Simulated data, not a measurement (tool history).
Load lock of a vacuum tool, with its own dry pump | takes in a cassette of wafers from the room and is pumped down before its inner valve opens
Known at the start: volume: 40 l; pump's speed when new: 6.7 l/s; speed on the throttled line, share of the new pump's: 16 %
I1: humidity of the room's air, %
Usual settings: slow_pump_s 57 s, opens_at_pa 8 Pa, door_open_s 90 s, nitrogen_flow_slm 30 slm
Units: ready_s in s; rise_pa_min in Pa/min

run 1 hour=0.0 | slow_pump_s=57 opens_at_pa=8 door_open_s=90 nitrogen_flow_slm=30 | I1=45.4 | ready_s=104.6 rise_pa_min=0.263
run 2 hour=50.6 | slow_pump_s=57 opens_at_pa=8 door_open_s=90 nitrogen_flow_slm=30 | I1=48.1 | ready_s=103.9 rise_pa_min=0.270
run 3 hour=100.1 | slow_pump_s=57 opens_at_pa=8 door_open_s=90 nitrogen_flow_slm=30 | I1=49.3 | ready_s=104.2 rise_pa_min=0.276
run 4 hour=147.2 | slow_pump_s=57 opens_at_pa=8 door_open_s=90 nitrogen_flow_slm=7 | I1=44.2 | ready_s=104.8 rise_pa_min=0.291
run 5 hour=219.0 | slow_pump_s=57 opens_at_pa=8 door_open_s=25 nitrogen_flow_slm=30 | I1=47.0 | ready_s=104.2 rise_pa_min=0.256
run 6 hour=335.0 | slow_pump_s=57 opens_at_pa=8 door_open_s=90 nitrogen_flow_slm=30 | I1=45.9 | ready_s=104.1 rise_pa_min=0.271
run 7 hour=418.3 | slow_pump_s=57 opens_at_pa=8 door_open_s=47 nitrogen_flow_slm=30 | I1=43.9 | ready_s=103.4 rise_pa_min=0.270
run 8 hour=504.7 | slow_pump_s=57 opens_at_pa=10 door_open_s=90 nitrogen_flow_slm=30 | I1=44.9 | ready_s=103.2 rise_pa_min=0.282
run 9 hour=588.7 | slow_pump_s=57 opens_at_pa=8 door_open_s=90 nitrogen_flow_slm=30 | I1=44.9 | ready_s=103.5 rise_pa_min=0.287
run 10 hour=699.9 | slow_pump_s=57 opens_at_pa=8 door_open_s=90 nitrogen_flow_slm=30 | I1=45.6 | ready_s=104.9 rise_pa_min=0.284
run 11 hour=749.3 | slow_pump_s=57 opens_at_pa=8 door_open_s=90 nitrogen_flow_slm=30 | I1=43.9 | ready_s=103.1 rise_pa_min=0.293
run 12 hour=841.5 | slow_pump_s=57 opens_at_pa=8 door_open_s=90 nitrogen_flow_slm=30 | I1=45.0 | ready_s=103.1 rise_pa_min=0.290
run 13 hour=949.6 | slow_pump_s=57 opens_at_pa=8 door_open_s=90 nitrogen_flow_slm=32 | I1=47.3 | ready_s=104.3 rise_pa_min=0.295
run 14 hour=1006.2 | slow_pump_s=57 opens_at_pa=8 door_open_s=90 nitrogen_flow_slm=30 | I1=44.3 | ready_s=104.8 rise_pa_min=0.295
run 15 hour=1083.6 | slow_pump_s=57 opens_at_pa=8 door_open_s=90 nitrogen_flow_slm=30 | I1=45.5 | ready_s=104.9 rise_pa_min=0.296
run 16 hour=1198.5 | slow_pump_s=57 opens_at_pa=8 door_open_s=90 nitrogen_flow_slm=30 | I1=45.1 | ready_s=104.5 rise_pa_min=0.299
run 17 hour=1277.1 | slow_pump_s=57 opens_at_pa=8 door_open_s=90 nitrogen_flow_slm=30 | I1=41.7 | ready_s=105.3 rise_pa_min=0.309
run 18 hour=1328.1 | slow_pump_s=57 opens_at_pa=8 door_open_s=90 nitrogen_flow_slm=30 | I1=45.6 | ready_s=105.6 rise_pa_min=0.305
run 19 hour=1443.8 | slow_pump_s=57 opens_at_pa=8 door_open_s=90 nitrogen_flow_slm=30 | I1=46.8 | ready_s=105.7 rise_pa_min=0.312
run 20 hour=1508.4 | slow_pump_s=57 opens_at_pa=9 door_open_s=90 nitrogen_flow_slm=30 | I1=44.2 | ready_s=104.1 rise_pa_min=0.300
run 21 hour=1601.9 | slow_pump_s=57 opens_at_pa=9 door_open_s=90 nitrogen_flow_slm=30 | I1=44.8 | ready_s=103.8 rise_pa_min=0.313
run 22 hour=1652.6 | slow_pump_s=69 opens_at_pa=11 door_open_s=90 nitrogen_flow_slm=30 | I1=45.8 | ready_s=112.6 rise_pa_min=0.321
run 23 hour=1767.8 | slow_pump_s=43 opens_at_pa=13 door_open_s=149 nitrogen_flow_slm=30 | I1=47.0 | ready_s=90.7 rise_pa_min=0.323
run 24 hour=1821.6 | slow_pump_s=43 opens_at_pa=13 door_open_s=149 nitrogen_flow_slm=30 | I1=46.4 | ready_s=90.2 rise_pa_min=0.334
run 25 hour=1929.1 | slow_pump_s=57 opens_at_pa=13 door_open_s=71 nitrogen_flow_slm=42 | I1=45.5 | ready_s=103.1 rise_pa_min=0.319
run 26 hour=2009.0 | slow_pump_s=88 opens_at_pa=13 door_open_s=71 nitrogen_flow_slm=7 | I1=45.3 | ready_s=127.4 rise_pa_min=0.336
run 27 hour=2098.5 | slow_pump_s=78 opens_at_pa=13 door_open_s=35 nitrogen_flow_slm=9 | I1=40.8 | ready_s=119.9 rise_pa_min=0.330
run 28 hour=2201.6 | slow_pump_s=78 opens_at_pa=13 door_open_s=35 nitrogen_flow_slm=9 | I1=46.2 | ready_s=119.6 rise_pa_min=0.324
run 29 hour=2259.9 | slow_pump_s=78 opens_at_pa=14 door_open_s=110 nitrogen_flow_slm=23 | I1=43.6 | ready_s=118.0 rise_pa_min=0.342
run 30 hour=2366.7 | slow_pump_s=78 opens_at_pa=14 door_open_s=110 nitrogen_flow_slm=23 | I1=40.9 | ready_s=119.4 rise_pa_min=0.348
run 31 hour=2426.6 | slow_pump_s=29 opens_at_pa=14 door_open_s=175 nitrogen_flow_slm=23 | I1=41.9 | ready_s=77.7 rise_pa_min=0.365
run 32 hour=2517.1 | slow_pump_s=90 opens_at_pa=8 door_open_s=62 nitrogen_flow_slm=30 | I1=42.1 | ready_s=133.0 rise_pa_min=0.339
run 33 hour=2573.7 | slow_pump_s=90 opens_at_pa=8 door_open_s=62 nitrogen_flow_slm=30 | I1=42.0 | ready_s=131.9 rise_pa_min=0.339
run 34 hour=2675.8 | slow_pump_s=57 opens_at_pa=10 door_open_s=90 nitrogen_flow_slm=25 | I1=46.2 | ready_s=104.1 rise_pa_min=0.351
run 35 hour=2770.3 | slow_pump_s=29 opens_at_pa=14 door_open_s=218 nitrogen_flow_slm=30 | I1=46.6 | ready_s=79.0 rise_pa_min=0.377
run 36 hour=2821.2 | slow_pump_s=47 opens_at_pa=12 door_open_s=28 nitrogen_flow_slm=30 | I1=44.3 | ready_s=93.8 rise_pa_min=0.340
run 37 hour=2907.7 | slow_pump_s=57 opens_at_pa=8 door_open_s=90 nitrogen_flow_slm=7 | I1=47.6 | ready_s=104.8 rise_pa_min=0.374

Forecast each of these 3 alternatives for the next run:
run A hour=2990.1 | slow_pump_s=54 opens_at_pa=11 door_open_s=90 nitrogen_flow_slm=35 | I1=44.5 | ready_s=? rise_pa_min=?
run B hour=2990.1 | slow_pump_s=52 opens_at_pa=8 door_open_s=57 nitrogen_flow_slm=24 | I1=45.6 | ready_s=? rise_pa_min=?
run C hour=2990.1 | slow_pump_s=55 opens_at_pa=6 door_open_s=79 nitrogen_flow_slm=7 | I1=45.9 | ready_s=? rise_pa_min=?

run=A ready_s=100.6 rise_pa_min=0.359
run=B ready_s=100.4 rise_pa_min=0.367
run=C ready_s=105.8 rise_pa_min=0.381
Without the tool's hidden state the same runs would have given:
run=A ready_s=100.0 rise_pa_min=0.032
run=B ready_s=99.6 rise_pa_min=0.033
run=C ready_s=105.2 rise_pa_min=0.052

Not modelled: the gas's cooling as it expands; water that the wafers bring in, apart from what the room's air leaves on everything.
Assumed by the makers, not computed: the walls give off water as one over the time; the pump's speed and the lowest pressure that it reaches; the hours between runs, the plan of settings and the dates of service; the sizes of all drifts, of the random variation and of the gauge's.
